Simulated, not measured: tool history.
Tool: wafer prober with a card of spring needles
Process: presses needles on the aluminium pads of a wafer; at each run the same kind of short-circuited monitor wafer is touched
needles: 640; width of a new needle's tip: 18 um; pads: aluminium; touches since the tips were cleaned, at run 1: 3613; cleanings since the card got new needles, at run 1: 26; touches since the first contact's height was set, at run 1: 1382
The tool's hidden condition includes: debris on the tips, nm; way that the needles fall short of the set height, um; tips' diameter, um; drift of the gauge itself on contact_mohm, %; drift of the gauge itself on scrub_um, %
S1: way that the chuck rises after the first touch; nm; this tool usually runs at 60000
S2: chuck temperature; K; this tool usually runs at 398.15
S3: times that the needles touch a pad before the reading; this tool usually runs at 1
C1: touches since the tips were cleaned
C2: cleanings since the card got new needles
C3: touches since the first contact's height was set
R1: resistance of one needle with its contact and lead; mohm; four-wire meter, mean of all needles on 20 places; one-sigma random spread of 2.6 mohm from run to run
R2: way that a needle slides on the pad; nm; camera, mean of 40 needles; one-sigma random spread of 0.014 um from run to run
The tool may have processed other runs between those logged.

Run 1, hour 0.0: usual settings; C1 3613; C2 26; C3 1382. Result: R1 389 mohm, R2 12310 nm.
Run 2, hour 10.8: usual settings but S1 71000 nm; C1 8534; C2 26; C3 6303. Result: R1 396 mohm, R2 14570 nm.
At hour 11.9: tips cleaned on abrasive film.
Run 3, hour 26.5: usual settings but S2 333.15 K; C1 6675; C2 27; C3 13451. Result: R1 421 mohm, R2 12290 nm.
At hour 32.8: tips cleaned on abrasive film.
Run 4, hour 36.0: usual settings; C1 1477; C2 28; C3 17779. Result: R1 356 mohm, R2 12260 nm.
Run 5, hour 47.0: usual settings; C1 6486; C2 28; C3 22788. Result: R1 428 mohm, R2 12250 nm.
At hour 52.7: tips cleaned on abrasive film.
Run 6, hour 57.5: usual settings; C1 2199; C2 29; C3 27533. Result: R1 378 mohm, R2 12250 nm.
Run 7, hour 67.6: usual settings; C1 6832; C2 29; C3 32166. Result: R1 436 mohm, R2 12220 nm.
At hour 72.6: tips cleaned on abrasive film.
Run 8, hour 79.6: usual settings; C1 3217; C2 30; C3 37619. Result: R1 393 mohm, R2 12240 nm.
At hour 92.8: tips cleaned on abrasive film.
Run 9, hour 97.3: usual settings but S3 2; C1 2038; C2 31; C3 45664. Result: R1 345 mohm, R2 12220 nm.
At hour 112.8: tips cleaned on abrasive film.
Run 10, hour 115.1: usual settings but S2 331.15 K; C1 1039; C2 32; C3 53765. Result: R1 325 mohm, R2 12160 nm.
Run 11, hour 122.8: usual settings but S2 331.15 K; C1 4555; C2 32; C3 57281. Result: R1 409 mohm, R2 12180 nm.
Run 12, hour 131.4: usual settings but S2 331.15 K; C1 8479; C2 32; C3 61205. Result: R1 438 mohm, R2 12180 nm.
At hour 133.0: tips cleaned on abrasive film.
Run 13, hour 147.7: usual settings; C1 6737; C2 33; C3 68631. Result: R1 432 mohm, R2 12170 nm.
At hour 153.2: tips cleaned on abrasive film.
Run 14, hour 155.9: usual settings; C1 1200; C2 34; C3 72328. Result: R1 356 mohm, R2 12130 nm.
Run 15, hour 166.8: usual settings; C1 6182; C2 34; C3 77310. Result: R1 429 mohm, R2 12140 nm.
At hour 173.1: tips cleaned on abrasive film.
Run 16, hour 184.3: usual settings; C1 5145; C2 35; C3 85292. Result: R1 424 mohm, R2 12110 nm.
Run 17, hour 192.4: usual settings; C1 8857; C2 35; C3 89004. Result: R1 436 mohm, R2 12110 nm.
At hour 193.3: tips cleaned on abrasive film.
Run 18, hour 211.1: usual settings but S1 51000 nm, S2 310.15 K, S3 2; C1 8141; C2 36; C3 97500. Result: R1 404 mohm, R2 10240 nm.
At hour 213.8: tips cleaned on abrasive film.
Run 19, hour 229.6: usual settings but S1 51000 nm, S2 310.15 K, S3 2; C1 7205; C2 37; C3 105921. Result: R1 401 mohm, R2 10240 nm.
At hour 234.3: tips cleaned on abrasive film.
Run 20, hour 238.0: usual settings but S1 51000 nm, S2 311.15 K, S3 2; C1 1665; C2 38; C3 109701. Result: R1 344 mohm, R2 10190 nm.
At hour 254.6: tips cleaned on abrasive film.
Run 21, hour 254.7: usual settings but S1 42000 nm, S2 315.15 K; C1 15; C2 39; C3 117299. Result: R1 315 mohm, R2 8340 nm.
Run 22, hour 262.7: usual settings but S2 365.15 K; C1 3696; C2 39; C3 120980. Result: R1 404 mohm, R2 12020 nm.
Run 23, hour 271.4: usual settings but S1 70000 nm, S2 365.15 K; C1 7662; C2 39; C3 124946. Result: R1 400 mohm, R2 14090 nm.
At hour 275.7: tips cleaned on abrasive film.
At hour 283.5: height of the first contact set anew.
Run 24, hour 287.9: usual settings but S1 67000 nm, S2 310.15 K; C1 5469; C2 40; C3 2043. Result: R1 390 mohm, R2 13730 nm.
At hour 296.5: tips cleaned on abrasive film.
Run 25, hour 298.1: usual settings but S1 67000 nm, S2 310.15 K, S3 2; C1 732; C2 41; C3 6637. Result: R1 300 mohm, R2 13730 nm.
Run 26, hour 315.8: usual settings but S1 56000 nm, S2 305.15 K, S3 2; C1 8848; C2 41; C3 14753. Result: R1 387 mohm, R2 11460 nm.
At hour 316.7: tips cleaned on abrasive film.
Run 27, hour 326.1: usual settings but S1 56000 nm, S2 305.15 K, S3 2; C1 4295; C2 42; C3 19425. Result: R1 363 mohm, R2 11430 nm.
At hour 336.4: tips cleaned on abrasive film.
Run 28, hour 339.0: usual settings but S1 56000 nm, S2 305.15 K, S3 2; C1 1173; C2 43; C3 25278. Result: R1 324 mohm, R2 11430 nm.
Run 29, hour 352.2: usual settings but S1 62000 nm; C1 7190; C2 43; C3 31295. Result: R1 427 mohm, R2 12620 nm.

Below are 4 alternative next runs, each starting from the tool's condition after run 29. Predict each:
At hour 357.6: tips cleaned on abrasive film.
Run A, hour 363.8: usual settings but S1 52000 nm, S2 318.15 K, S3 3; C1 2853; C2 44; C3 36598. Result: R1 ?, R2 ?.
At hour 357.6: tips cleaned on abrasive film.
Run B, hour 363.8: usual settings but S1 62000 nm, S2 321.15 K; C1 2853; C2 44; C3 36598. Result: R1 ?, R2 ?.
At hour 357.6: tips cleaned on abrasive film.
Run C, hour 363.8: usual settings but S1 49000 nm, S2 320.15 K, S3 2; C1 2853; C2 44; C3 36598. Result: R1 ?, R2 ?.
At hour 357.6: tips cleaned on abrasive film.
Run D, hour 363.8: usual settings but S1 46000 nm, S2 322.15 K, S3 2; C1 2853; C2 44; C3 36598. Result: R1 ?, R2 ?.

run   R1     R2
  A  336  10570
  B  382  12600
  C  380   9950
  D  388   9340
With the hidden condition removed and each run's random variation left untouched, the same runs would have given:
run   R1     R2
  A  285  10670
  B  283  12690
  C  287  10040
  D  285   9430
